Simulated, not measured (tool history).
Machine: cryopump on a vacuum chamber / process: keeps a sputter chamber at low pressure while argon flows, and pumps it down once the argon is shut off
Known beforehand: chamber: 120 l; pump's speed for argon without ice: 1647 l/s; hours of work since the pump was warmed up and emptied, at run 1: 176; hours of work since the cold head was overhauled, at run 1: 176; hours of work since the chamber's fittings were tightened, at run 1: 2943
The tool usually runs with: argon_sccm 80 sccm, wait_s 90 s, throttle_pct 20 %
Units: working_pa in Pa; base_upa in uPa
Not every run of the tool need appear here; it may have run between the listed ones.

run    day  argon_sccm  wait_s  throttle_pct  hours of work since the pump was warmed up and emptied  hours of work since the cold head was overhauled  hours of work since the chamber's fittings were tightened  working_pa  base_upa
  1      0          80      90            20                                                     176                                               176                                                       2943      0.4212      2.08
  2  0.425          80      90            20                                                     183                                               183                                                       2949      0.4233      2.06
  3      1          80      90            17                                                     191                                               191                                                       2958      0.4957      2.12
  4  1.392          80      90            17                                                     197                                               197                                                       2963      0.4957      2.06
  5    1.7          80      90            25                                                     202                                               202                                                       2968      0.3379      2.07
  6  2.079          80      35            20                                                     208                                               208                                                       2974      0.4206      2.93
  7  2.421          80      35            20                                                     213                                               213                                                       2979      0.4244      2.93
  8  3.067          80      35            20                                                     222                                               222                                                       2989      0.4223      2.87
  9  3.588          58      90            20                                                     230                                               230                                                       2996       0.306      2.14
 10  3.917          52     117            41                                                     235                                               235                                                       3001       0.139      2.02
 11  4.271          52     117            41                                                     241                                               241                                                       3007      0.1404      2.05
 12    4.7          80      84            31                                                     247                                               247                                                       3013      0.2792      2.23
 13  5.075          80      84            31                                                     253                                               253                                                       3019      0.2783      2.25
 14  5.462          80      59            39                                                     258                                               258                                                       3025      0.2273      2.47
 15   6.05          80     117            36                                                     267                                               267                                                       3033      0.2451       2.1
 16  6.492          80      63            36                                                     274                                               274                                                       3040       0.244      2.46
 17   6.85          80      63            36                                                     279                                               279                                                       3045      0.2441       2.5
 18  7.208         143      90            20                                                     285                                               285                                                       3051      0.7599      2.21

Branching from run 18: 3 alternative next runs. What would each branch give?
  A  7.479         143     253            20                                                     289                                               289                                                       3055           ?         ?
  B  7.479         137     230            29                                                     289                                               289                                                       3055           ?         ?
  C  7.479          80      90            24                                                     289                                               289                                                       3055           ?         ?

run  working_pa  base_upa
  A      0.7622       1.9
  B      0.5194      1.94
  C      0.3593      2.19
With no hidden state in the tool, these same runs would have given:
run  working_pa  base_upa
  A      0.7312      0.36
  B      0.4894      0.39
  C       0.342      0.65

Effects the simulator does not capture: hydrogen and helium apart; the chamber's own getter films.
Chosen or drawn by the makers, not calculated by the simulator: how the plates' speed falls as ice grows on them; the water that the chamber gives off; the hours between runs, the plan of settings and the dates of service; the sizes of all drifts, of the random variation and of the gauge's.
